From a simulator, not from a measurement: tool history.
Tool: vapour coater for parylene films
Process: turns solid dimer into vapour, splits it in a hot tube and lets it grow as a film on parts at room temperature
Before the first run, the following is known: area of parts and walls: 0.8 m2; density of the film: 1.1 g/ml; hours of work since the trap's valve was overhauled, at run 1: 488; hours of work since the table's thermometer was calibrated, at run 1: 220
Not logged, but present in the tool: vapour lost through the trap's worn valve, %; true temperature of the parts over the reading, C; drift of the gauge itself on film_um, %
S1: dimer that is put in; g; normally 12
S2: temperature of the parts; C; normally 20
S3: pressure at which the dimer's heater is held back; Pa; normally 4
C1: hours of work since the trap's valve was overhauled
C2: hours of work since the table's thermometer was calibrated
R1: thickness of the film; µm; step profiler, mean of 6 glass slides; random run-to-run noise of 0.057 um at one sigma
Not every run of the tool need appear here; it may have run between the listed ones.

run	day	S1	S2	S3	C1	C2	R1
1	0	12	20	4	488	220	6.23
2	1.246	7	20	4	508	239	3.65
3	2.771	7	20	4	533	264	3.5
4	3.658	12	18	4	547	278	6.34
# day 3.938: trap's valve overhauled
5	5.046	12	18	4	18	298	6.88
6	6.579	12	20	4	42	322	6.63
7	7.888	12	20	4	63	343	6.59
8	9.021	12	20	4	81	361	6.61
9	10.433	12	20	4	104	384	6.57
10	11.071	12	20	4	114	394	6.54
11	12.512	7	20	4	137	417	3.8
12	14.042	7	20	3.08	161	441	3.99
13	15.325	10	20	5.76	182	462	5.1
14	16.438	7	14	7.45	200	480	3.83
15	17.892	5	28	3.38	223	503	2.36
16	19.192	9	30	6.74	244	524	3.75
17	20.712	13	30	6.74	268	548	5.3
18	22.112	13	30	6.74	290	570	5.36
19	22.992	22	30	6.74	305	584	9.05
20	23.829	12	18	4	318	598	6.58
21	25.05	7	15	4	337	617	3.99

How the hidden state differs across the entries between the runs, from the last listed run before each to the first after it:
Between runs 4 and 5: trap's valve overhauled (day 3.938)
  vapour lost through the trap's worn valve, %: 7.6 -> 0.5; true temperature of the parts over the reading, C: 0 -> -0.01
  measured less the result without the state, R1: -0.52 -> -0.03 µm

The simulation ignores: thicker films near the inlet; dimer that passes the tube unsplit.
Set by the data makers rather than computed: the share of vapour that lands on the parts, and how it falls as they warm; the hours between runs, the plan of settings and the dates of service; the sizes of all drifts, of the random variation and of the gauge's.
